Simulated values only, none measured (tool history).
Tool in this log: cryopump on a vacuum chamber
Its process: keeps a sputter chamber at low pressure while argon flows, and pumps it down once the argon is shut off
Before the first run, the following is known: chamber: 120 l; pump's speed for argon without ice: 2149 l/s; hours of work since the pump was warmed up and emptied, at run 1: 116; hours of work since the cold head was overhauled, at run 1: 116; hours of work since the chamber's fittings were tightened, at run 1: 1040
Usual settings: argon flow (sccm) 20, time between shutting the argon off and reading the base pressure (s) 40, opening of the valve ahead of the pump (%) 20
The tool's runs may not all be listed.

run	hour	argon flow (sccm)	time between shutting the argon off and reading the base pressure (s)	opening of the valve ahead of the pump (%)	hours of work since the pump was warmed up and emptied	hours of work since the cold head was overhauled	hours of work since the chamber's fittings were tightened	pressure while argon flows (Pa)	pressure after the wait (uPa)
1	0	20	40	20	116	116	1040	0.0797	1.69
2	75.4	20	40	51	149	149	1073	0.0312	1.67
3	132.1	20	40	20	174	174	1098	0.0788	1.7
4	197.6	20	40	20	202	202	1127	0.0788	1.67
5	259.6	20	40	20	230	230	1154	0.0791	1.74
6	351.7	20	40	20	270	270	1195	0.0797	1.68
7	424.8	20	40	20	302	302	1227	0.0798	1.77
8	498.1	20	40	20	334	334	1259	0.079	1.79
9	537.8	20	40	20	352	352	1276	0.0787	1.74
10	600.7	20	40	20	380	380	1304	0.0797	1.81
11	682.8	20	40	20	416	416	1340	0.0797	1.76
12	731.1	20	40	20	437	437	1361	0.0796	1.81
13	781.2	28	168	19	459	459	1383	0.117	0.95
14	864.1	20	161	48	495	495	1420	0.034	0.95
15	954.2	20	161	48	535	535	1459	0.0336	0.98
16	1034	20	283	21	570	570	1494	0.0757	0.87
17	1093.5	20	283	21	596	596	1520	0.076	0.89
18	1160.7	11	40	32	625	625	1550	0.0278	1.86
19	1234.9	11	71	32	658	658	1582	0.0279	1.38

Run 20 comes next. What will it give?
20	1303.4	9	66	37	688	688	1613	?	?

{"run 20": {"pressure while argon flows (Pa)": 0.0197, "pressure after the wait (uPa)": 1.47}}
Without the tool's hidden state the same run would have given pressure while argon flows (Pa) 0.019, pressure after the wait (uPa) 0.84.

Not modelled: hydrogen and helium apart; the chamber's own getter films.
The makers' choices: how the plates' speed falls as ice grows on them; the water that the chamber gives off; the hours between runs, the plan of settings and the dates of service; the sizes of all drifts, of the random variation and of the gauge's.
